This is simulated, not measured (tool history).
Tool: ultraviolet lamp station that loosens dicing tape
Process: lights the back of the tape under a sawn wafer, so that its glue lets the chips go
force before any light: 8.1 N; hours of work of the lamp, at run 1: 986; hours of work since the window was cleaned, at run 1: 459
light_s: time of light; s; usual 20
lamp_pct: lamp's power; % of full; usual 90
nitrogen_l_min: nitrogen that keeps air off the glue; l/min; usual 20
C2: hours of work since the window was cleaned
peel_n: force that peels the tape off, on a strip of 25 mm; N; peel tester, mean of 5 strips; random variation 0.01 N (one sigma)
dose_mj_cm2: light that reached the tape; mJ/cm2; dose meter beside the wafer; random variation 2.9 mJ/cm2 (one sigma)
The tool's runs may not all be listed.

Run 1, day 0.000: usual settings; hours of work of the lamp 986; C2 459. Result: peel_n 0.868 N, dose_mj_cm2 304 mJ/cm2.
Run 2, day 1.433: usual settings; hours of work of the lamp 1010; C2 483. Result: peel_n 0.891 N, dose_mj_cm2 295 mJ/cm2.
Run 3, day 2.821: usual settings; hours of work of the lamp 1033; C2 506. Result: peel_n 0.886 N, dose_mj_cm2 299 mJ/cm2.
Run 4, day 5.062: usual settings but light_s 26 s; hours of work of the lamp 1070; C2 543. Result: peel_n 0.565 N, dose_mj_cm2 375 mJ/cm2.
At day 5.983: window cleaned of glue's vapour.
Run 5, day 7.388: usual settings; hours of work of the lamp 1109; C2 23. Result: peel_n 1.062 N, dose_mj_cm2 269 mJ/cm2.
Run 6, day 9.804: usual settings but lamp_pct 66 % of full; hours of work of the lamp 1149; C2 64. Result: peel_n 1.745 N, dose_mj_cm2 194 mJ/cm2.
Run 7, day 11.283: usual settings but lamp_pct 75 % of full; hours of work of the lamp 1173; C2 88. Result: peel_n 1.551 N, dose_mj_cm2 220 mJ/cm2.
Run 8, day 13.421: usual settings but lamp_pct 86 % of full, nitrogen_l_min 13 l/min; hours of work of the lamp 1209; C2 124. Result: peel_n 1.562 N, dose_mj_cm2 244 mJ/cm2.
Run 9, day 14.962: usual settings but light_s 17 s, lamp_pct 76 % of full, nitrogen_l_min 28 l/min; hours of work of the lamp 1235; C2 149. Result: peel_n 1.834 N, dose_mj_cm2 178 mJ/cm2.
Run 10, day 16.588: usual settings but light_s 13 s, lamp_pct 60 % of full; hours of work of the lamp 1262; C2 176. Result: peel_n 3.508 N, dose_mj_cm2 109 mJ/cm2.
Run 11, day 17.967: usual settings but light_s 13 s, lamp_pct 60 % of full; hours of work of the lamp 1285; C2 199. Result: peel_n 3.472 N, dose_mj_cm2 106 mJ/cm2.
Run 12, day 19.275: usual settings but light_s 13 s, lamp_pct 60 % of full; hours of work of the lamp 1306; C2 221. Result: peel_n 3.499 N, dose_mj_cm2 105 mJ/cm2.
At day 20.483: window cleaned of glue's vapour, once more.
Run 13, day 21.808: usual settings but light_s 30 s, lamp_pct 97 % of full, nitrogen_l_min 24 l/min; hours of work of the lamp 1348; C2 22. Result: peel_n 0.281 N, dose_mj_cm2 508 mJ/cm2.
Run 14, day 24.404: usual settings but light_s 30 s, lamp_pct 97 % of full, nitrogen_l_min 24 l/min; hours of work of the lamp 1391; C2 65. Result: peel_n 0.306 N, dose_mj_cm2 506 mJ/cm2.

Forecast each of these 5 alternatives for the next run:
Run A, day 26.204: usual settings but light_s 16 s, lamp_pct 96 % of full, nitrogen_l_min 10 l/min; hours of work of the lamp 1421; C2 95. Result: peel_n ?, dose_mj_cm2 ?.
Run B, day 26.204: usual settings but light_s 33 s, lamp_pct 99 % of full, nitrogen_l_min 23 l/min; hours of work of the lamp 1421; C2 95. Result: peel_n ?, dose_mj_cm2 ?.
Run C, day 26.204: usual settings but light_s 11 s, lamp_pct 65 % of full, nitrogen_l_min 6 l/min; hours of work of the lamp 1421; C2 95. Result: peel_n ?, dose_mj_cm2 ?.
Run D, day 26.204: usual settings but lamp_pct 71 % of full, nitrogen_l_min 15 l/min; hours of work of the lamp 1421; C2 95. Result: peel_n ?, dose_mj_cm2 ?.
Run E, day 26.204: usual settings but light_s 30 s, lamp_pct 97 % of full, nitrogen_l_min 15 l/min; hours of work of the lamp 1421; C2 95. Result: peel_n ?, dose_mj_cm2 ?.

run  peel_n  dose_mj_cm2
  A   1.543          260
  B   0.271          562
  C   3.970          123
  D   1.438          243
  E   0.375          496
Without the tool's hidden state the same runs would have given:
run  peel_n  dose_mj_cm2
  A   0.876          359
  B   0.208          773
  C   3.064          169
  D   0.811          335
  E   0.239          683
